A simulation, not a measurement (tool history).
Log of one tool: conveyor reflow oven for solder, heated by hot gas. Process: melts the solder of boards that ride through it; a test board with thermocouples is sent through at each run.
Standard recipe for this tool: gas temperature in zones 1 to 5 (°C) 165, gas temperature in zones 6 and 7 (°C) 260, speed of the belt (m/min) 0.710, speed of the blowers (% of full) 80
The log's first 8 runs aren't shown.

run	hour	gas temperature in zones 1 to 5 (°C)	gas temperature in zones 6 and 7 (°C)	speed of the belt (m/min)	speed of the blowers (% of full)	highest temperature of the board (°C)	time above the solder's melting point (s)
9	193.3	165	260	0.710	80	246.4	39.1
10	215.5	165	260	0.710	80	246.1	38.7
11	231.7	165	260	0.710	80	246.4	39.2
12	267.7	165	250	0.710	80	237.0	31.6
13	295.7	165	255	0.710	80	241.7	35.9
14	316.2	165	275	0.710	80	259.3	47.0
15	335.6	165	270	0.710	80	254.9	43.8
# hour 360.6: thermocouples of zones 6 and 7 changed
16	369.5	153	275	0.782	51	242.4	28.0
17	395.6	153	275	0.782	51	242.3	28.0
# hour 405.1: flux residue cleaned out of gas plates and filters
18	420.0	153	275	0.782	51	243.5	29.4
19	449.5	153	275	0.782	51	243.4	28.3
20	481.3	170	275	0.782	51	247.5	34.9
21	516.4	170	275	0.782	51	247.9	35.4
22	537.1	154	260	0.757	51	232.7	21.3
23	571.2	160	260	0.700	75	244.5	37.4
24	590.8	160	260	0.700	75	244.5	37.0
25	606.0	160	250	0.719	75	234.5	28.3
26	638.9	160	250	0.719	75	234.7	27.7
27	664.4	159	258	0.613	59	242.5	40.7
28	684.5	173	260	0.703	80	247.2	42.1
29	701.6	165	272	0.770	54	245.6	33.7
30	738.4	160	265	0.710	80	248.9	39.4

Forecast each of these 5 alternatives for the next run:
A	773.7	157	265	0.607	80	?	?
B	773.7	165	273	0.710	80	?	?
C	773.7	152	265	0.710	80	?	?
D	773.7	161	254	0.754	80	?	?
E	773.7	178	265	0.738	80	?	?

run	highest temperature of the board (°C)	time above the solder's melting point (s)
A	253.3	50.1
B	256.9	45.2
C	247.8	37.2
D	237.6	29.1
E	250.6	43.6
Without the tool's hidden state the same runs would have given:
run	highest temperature of the board (°C)	time above the solder's melting point (s)
A	253.7	49.9
B	257.4	45.0
C	248.4	37.3
D	238.1	29.4
E	251.0	43.4
